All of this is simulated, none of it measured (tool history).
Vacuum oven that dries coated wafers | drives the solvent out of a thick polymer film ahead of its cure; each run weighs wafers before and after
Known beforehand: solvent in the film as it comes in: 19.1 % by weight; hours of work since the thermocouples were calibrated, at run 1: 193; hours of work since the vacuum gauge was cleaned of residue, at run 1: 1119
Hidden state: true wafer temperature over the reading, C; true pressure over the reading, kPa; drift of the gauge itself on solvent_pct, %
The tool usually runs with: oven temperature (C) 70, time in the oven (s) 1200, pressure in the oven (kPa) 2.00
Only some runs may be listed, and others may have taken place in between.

run,hour,oven temperature (C),time in the oven (s),pressure in the oven (kPa),hours of work since the thermocouples were calibrated,hours of work since the vacuum gauge was cleaned of residue,solvent left in the film (%)
1,0.0,70,1200,2.00,193,1119,1.53
2,61.5,70,1200,2.00,233,1159,1.50
3,118.9,70,1200,2.00,270,1197,1.48
4,157.5,70,1200,2.00,295,1222,1.50
5,214.0,70,1200,2.00,332,1258,1.50
6,255.9,70,1200,2.00,359,1285,1.47
7,324.8,70,1200,2.00,404,1330,1.46
8,365.7,79,1200,2.00,431,1357,0.61
9,424.1,79,1200,2.00,469,1395,0.62
10,458.3,79,1200,2.00,491,1417,0.63
11,499.4,56,1200,2.00,517,1443,5.57
12,558.1,56,1200,2.00,555,1482,5.59
13,590.9,56,1200,2.00,577,1503,5.54
14,657.5,56,1200,2.00,620,1546,5.55
15,716.1,70,1200,2.00,658,1584,1.43
16,770.0,70,1200,2.00,693,1619,1.44
17,831.9,70,1200,2.00,733,1659,1.43
18,889.8,64,960,1.16,771,1697,3.34
19,935.7,67,1980,1.00,801,1727,0.72
20,983.7,67,1980,1.00,832,1758,0.70
21,1023.9,67,1980,1.00,858,1784,0.70
22,1091.7,60,1260,4.64,902,1828,4.91
23,1131.6,58,840,3.01,928,1854,6.88
24,1180.7,58,840,3.01,959,1886,6.91
25,1230.8,58,840,3.01,992,1918,6.88
26,1266.9,58,840,3.01,1015,1942,6.83
27,1312.1,58,1260,2.37,1045,1971,4.50
28,1350.9,58,1260,2.37,1070,1996,4.52
29,1411.3,58,1020,2.37,1109,2035,5.53
30,1445.9,70,1200,1.65,1132,2058,1.26
31,1484.1,58,840,2.00,1156,2083,6.38
32,1524.2,82,840,2.00,1182,2109,0.61
33,1592.4,59,1200,2.13,1227,2153,4.20
34,1658.5,59,1200,2.13,1270,2196,4.21

How would selected steps in solvent left in the film (%) from run to run divide? Give the signed amount a tool lacking its hidden state would still show from settings, what came in and random variation, and the signed amount left for the hidden state, including any gauge scatter that is not in both of the compared results.
Run 10 -> 11: oven temperature (C) 79 -> 56. solvent left in the film (%) +4.94: hidden state -0.23, all else +5.17.
Run 21 -> 22: oven temperature (C) 67 -> 60, time in the oven (s) 1980 -> 1260, pressure in the oven (kPa) 1.00 -> 4.64. solvent left in the film (%) +4.21: hidden state -0.38, all else +4.59.
Run 30 -> 31: oven temperature (C) 70 -> 58, time in the oven (s) 1200 -> 840, pressure in the oven (kPa) 1.65 -> 2.00. solvent left in the film (%) +5.12: hidden state -0.37, all else +5.49.
Run 31 -> 32: oven temperature (C) 58 -> 82. solvent left in the film (%) -5.77: hidden state +0.48, all else -6.25.
Run 32 -> 33: oven temperature (C) 82 -> 59, time in the oven (s) 840 -> 1200, pressure in the oven (kPa) 2.00 -> 2.13. solvent left in the film (%) +3.59: hidden state -0.44, all else +4.03.
